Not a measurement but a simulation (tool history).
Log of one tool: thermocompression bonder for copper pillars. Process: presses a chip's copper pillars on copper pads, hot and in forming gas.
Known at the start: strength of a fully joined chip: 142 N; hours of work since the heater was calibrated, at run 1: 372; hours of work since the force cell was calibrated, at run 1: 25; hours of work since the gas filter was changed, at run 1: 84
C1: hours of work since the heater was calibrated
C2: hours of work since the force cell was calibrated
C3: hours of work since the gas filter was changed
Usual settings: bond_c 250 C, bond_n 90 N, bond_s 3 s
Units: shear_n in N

{"run": 1, "day": 0.0, "bond_c": 250, "bond_n": 90, "bond_s": 3, "C1": 372, "C2": 25, "C3": 84, "shear_n": 69.7}
{"run": 2, "day": 0.262, "bond_c": 250, "bond_n": 90, "bond_s": 3, "C1": 377, "C2": 29, "C3": 89, "shear_n": 70.5}
{"run": 3, "day": 0.733, "bond_c": 250, "bond_n": 90, "bond_s": 6, "C1": 384, "C2": 37, "C3": 96, "shear_n": 88.8}
{"run": 4, "day": 1.192, "bond_c": 250, "bond_n": 68, "bond_s": 3, "C1": 392, "C2": 44, "C3": 104, "shear_n": 58.6}
{"run": 5, "day": 1.612, "bond_c": 250, "bond_n": 68, "bond_s": 5, "C1": 399, "C2": 51, "C3": 111, "shear_n": 68.8}
{"run": 6, "day": 1.938, "bond_c": 250, "bond_n": 88, "bond_s": 5, "C1": 404, "C2": 57, "C3": 116, "shear_n": 80.8}
{"run": 7, "day": 2.558, "bond_c": 250, "bond_n": 88, "bond_s": 5, "C1": 414, "C2": 67, "C3": 126, "shear_n": 81.3}
{"run": 8, "day": 2.85, "bond_c": 250, "bond_n": 88, "bond_s": 5, "C1": 419, "C2": 71, "C3": 131, "shear_n": 79.6}
{"run": 9, "day": 3.421, "bond_c": 250, "bond_n": 88, "bond_s": 5, "C1": 428, "C2": 81, "C3": 140, "shear_n": 81.5}
{"run": 10, "day": 3.842, "bond_c": 250, "bond_n": 88, "bond_s": 5, "C1": 435, "C2": 88, "C3": 147, "shear_n": 81.8}
{"run": 11, "day": 4.346, "bond_c": 250, "bond_n": 88, "bond_s": 5, "C1": 443, "C2": 96, "C3": 155, "shear_n": 78.0}
{"run": 12, "day": 4.825, "bond_c": 250, "bond_n": 90, "bond_s": 6, "C1": 451, "C2": 104, "C3": 163, "shear_n": 83.8}
{"run": 13, "day": 5.454, "bond_c": 250, "bond_n": 90, "bond_s": 3, "C1": 461, "C2": 114, "C3": 173, "shear_n": 68.3}
{"run": 14, "day": 6.033, "bond_c": 250, "bond_n": 90, "bond_s": 3, "C1": 471, "C2": 123, "C3": 183, "shear_n": 67.5}
{"run": 15, "day": 6.367, "bond_c": 250, "bond_n": 106, "bond_s": 3, "C1": 476, "C2": 129, "C3": 188, "shear_n": 75.8}
{"run": 16, "day": 6.933, "bond_c": 250, "bond_n": 106, "bond_s": 3, "C1": 485, "C2": 138, "C3": 197, "shear_n": 75.2}
{"run": 17, "day": 7.433, "bond_c": 250, "bond_n": 106, "bond_s": 3, "C1": 493, "C2": 146, "C3": 205, "shear_n": 74.8}
{"day": 7.562, "done": "heater calibrated with a thermocouple chip"}
{"run": 18, "day": 7.846, "bond_c": 255, "bond_n": 90, "bond_s": 3, "C1": 5, "C2": 151, "C3": 211, "shear_n": 68.1}
{"run": 19, "day": 8.129, "bond_c": 255, "bond_n": 90, "bond_s": 3, "C1": 9, "C2": 156, "C3": 215, "shear_n": 66.2}
{"run": 20, "day": 8.596, "bond_c": 250, "bond_n": 90, "bond_s": 6, "C1": 17, "C2": 164, "C3": 223, "shear_n": 77.9}
{"run": 21, "day": 9.062, "bond_c": 263, "bond_n": 90, "bond_s": 3, "C1": 24, "C2": 171, "C3": 231, "shear_n": 72.7}
{"run": 22, "day": 9.617, "bond_c": 263, "bond_n": 90, "bond_s": 3, "C1": 33, "C2": 180, "C3": 240, "shear_n": 73.4}
{"day": 10.075, "done": "heater calibrated with a thermocouple chip, once more"}
{"run": 23, "day": 10.171, "bond_c": 263, "bond_n": 90, "bond_s": 3, "C1": 2, "C2": 188, "C3": 247, "shear_n": 84.5}
{"run": 24, "day": 10.746, "bond_c": 227, "bond_n": 114, "bond_s": 3, "C1": 11, "C2": 197, "C3": 257, "shear_n": 63.7}
{"run": 25, "day": 11.2, "bond_c": 266, "bond_n": 114, "bond_s": 6, "C1": 18, "C2": 205, "C3": 264, "shear_n": 115.2}
{"day": 11.425, "done": "forming gas filter changed"}
{"run": 26, "day": 11.525, "bond_c": 229, "bond_n": 90, "bond_s": 3, "C1": 23, "C2": 210, "C3": 2, "shear_n": 58.0}
{"run": 27, "day": 12.038, "bond_c": 232, "bond_n": 131, "bond_s": 3, "C1": 32, "C2": 218, "C3": 10, "shear_n": 75.9}
{"run": 28, "day": 12.429, "bond_c": 270, "bond_n": 83, "bond_s": 3, "C1": 38, "C2": 224, "C3": 16, "shear_n": 89.7}
{"run": 29, "day": 12.712, "bond_c": 258, "bond_n": 76, "bond_s": 8, "C1": 43, "C2": 229, "C3": 21, "shear_n": 102.4}
{"run": 30, "day": 13.333, "bond_c": 249, "bond_n": 99, "bond_s": 7, "C1": 53, "C2": 239, "C3": 31, "shear_n": 99.5}
{"run": 31, "day": 13.717, "bond_c": 249, "bond_n": 99, "bond_s": 7, "C1": 59, "C2": 245, "C3": 37, "shear_n": 99.4}
{"run": 32, "day": 14.154, "bond_c": 221, "bond_n": 70, "bond_s": 5, "C1": 66, "C2": 253, "C3": 44, "shear_n": 51.3}
{"run": 33, "day": 14.617, "bond_c": 255, "bond_n": 90, "bond_s": 3, "C1": 74, "C2": 260, "C3": 52, "shear_n": 79.2}
{"run": 34, "day": 15.004, "bond_c": 260, "bond_n": 125, "bond_s": 4, "C1": 80, "C2": 266, "C3": 58, "shear_n": 103.4}
{"run": 35, "day": 15.638, "bond_c": 277, "bond_n": 125, "bond_s": 9, "C1": 90, "C2": 277, "C3": 69, "shear_n": 132.3}
{"run": 36, "day": 16.146, "bond_c": 277, "bond_n": 125, "bond_s": 9, "C1": 99, "C2": 285, "C3": 77, "shear_n": 128.9}
{"run": 37, "day": 16.708, "bond_c": 248, "bond_n": 94, "bond_s": 9, "C1": 108, "C2": 294, "C3": 86, "shear_n": 101.0}
{"run": 38, "day": 17.288, "bond_c": 250, "bond_n": 90, "bond_s": 4, "C1": 117, "C2": 304, "C3": 95, "shear_n": 79.9}
{"run": 39, "day": 17.617, "bond_c": 250, "bond_n": 90, "bond_s": 4, "C1": 122, "C2": 309, "C3": 101, "shear_n": 80.0}

Forecast each of these 3 alternatives for the next run:
{"run": "A", "day": 17.95, "bond_c": 240, "bond_n": 118, "bond_s": 4, "C1": 128, "C2": 314, "C3": 106, "shear_n": "?"}
{"run": "B", "day": 17.95, "bond_c": 258, "bond_n": 90, "bond_s": 4, "C1": 128, "C2": 314, "C3": 106, "shear_n": "?"}
{"run": "C", "day": 17.95, "bond_c": 252, "bond_n": 119, "bond_s": 2, "C1": 128, "C2": 314, "C3": 106, "shear_n": "?"}

run=A shear_n=84.7
run=B shear_n=86.8
run=C shear_n=77.8
Without the tool's hidden state the same runs would have given:
run=A shear_n=88.5
run=B shear_n=90.4
run=C shear_n=81.4

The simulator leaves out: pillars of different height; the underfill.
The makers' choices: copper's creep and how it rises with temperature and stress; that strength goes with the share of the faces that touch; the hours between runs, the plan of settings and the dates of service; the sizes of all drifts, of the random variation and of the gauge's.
